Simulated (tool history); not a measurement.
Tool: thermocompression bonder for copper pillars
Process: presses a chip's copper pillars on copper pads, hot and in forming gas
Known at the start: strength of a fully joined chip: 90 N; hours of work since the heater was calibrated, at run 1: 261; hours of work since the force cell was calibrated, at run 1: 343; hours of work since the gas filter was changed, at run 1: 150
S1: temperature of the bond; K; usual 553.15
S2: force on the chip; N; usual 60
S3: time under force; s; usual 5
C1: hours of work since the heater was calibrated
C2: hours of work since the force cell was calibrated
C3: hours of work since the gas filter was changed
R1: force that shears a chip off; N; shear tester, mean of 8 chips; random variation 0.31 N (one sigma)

Run 1, hour 0.0: usual settings; C1 261; C2 343; C3 150. Result: R1 55.5 N.
Run 2, hour 4.9: usual settings; C1 265; C2 346; C3 154. Result: R1 55.3 N.
Run 3, hour 13.1: usual settings; C1 270; C2 352; C3 159. Result: R1 55.1 N.
Run 4, hour 21.0: usual settings but S1 578.15 K; C1 276; C2 357; C3 165. Result: R1 66.2 N.
Run 5, hour 30.6: usual settings but S1 578.15 K; C1 282; C2 364; C3 171. Result: R1 65.4 N.
Run 6, hour 35.5: usual settings; C1 286; C2 367; C3 175. Result: R1 55.6 N.
Run 7, hour 44.0: usual settings; C1 292; C2 373; C3 181. Result: R1 55.5 N.
Run 8, hour 50.5: usual settings but S1 541.15 K, S3 11 s; C1 296; C2 378; C3 185. Result: R1 62.9 N.
Run 9, hour 56.0: usual settings but S1 536.15 K, S2 37 N, S3 6 s; C1 300; C2 382; C3 189. Result: R1 41.1 N.
Run 10, hour 61.9: usual settings but S1 530.15 K, S2 66 N, S3 6 s; C1 304; C2 386; C3 193. Result: R1 49.2 N.
Run 11, hour 70.5: usual settings but S2 71 N, S3 12 s; C1 310; C2 392; C3 199. Result: R1 70.8 N.

4 ways to go on from here, each from the tool as it stands after run 11. What would each give?
Run A, hour 77.6: usual settings but S1 550.15 K, S2 68 N, S3 12 s; C1 315; C2 397; C3 204. Result: R1 ?.
Run B, hour 77.6: usual settings but S2 71 N, S3 4 s; C1 315; C2 397; C3 204. Result: R1 ?.
Run C, hour 77.6: usual settings but S1 535.15 K, S2 53 N, S3 6 s; C1 315; C2 397; C3 204. Result: R1 ?.
Run D, hour 77.6: usual settings but S2 71 N, S3 8 s; C1 315; C2 397; C3 204. Result: R1 ?.

run    R1
  A  69.1
  B  55.0
  C  47.2
  D  65.3
Without the tool's hidden state the same runs would have given:
run    R1
  A  71.5
  B  56.8
  C  48.6
  D  67.5
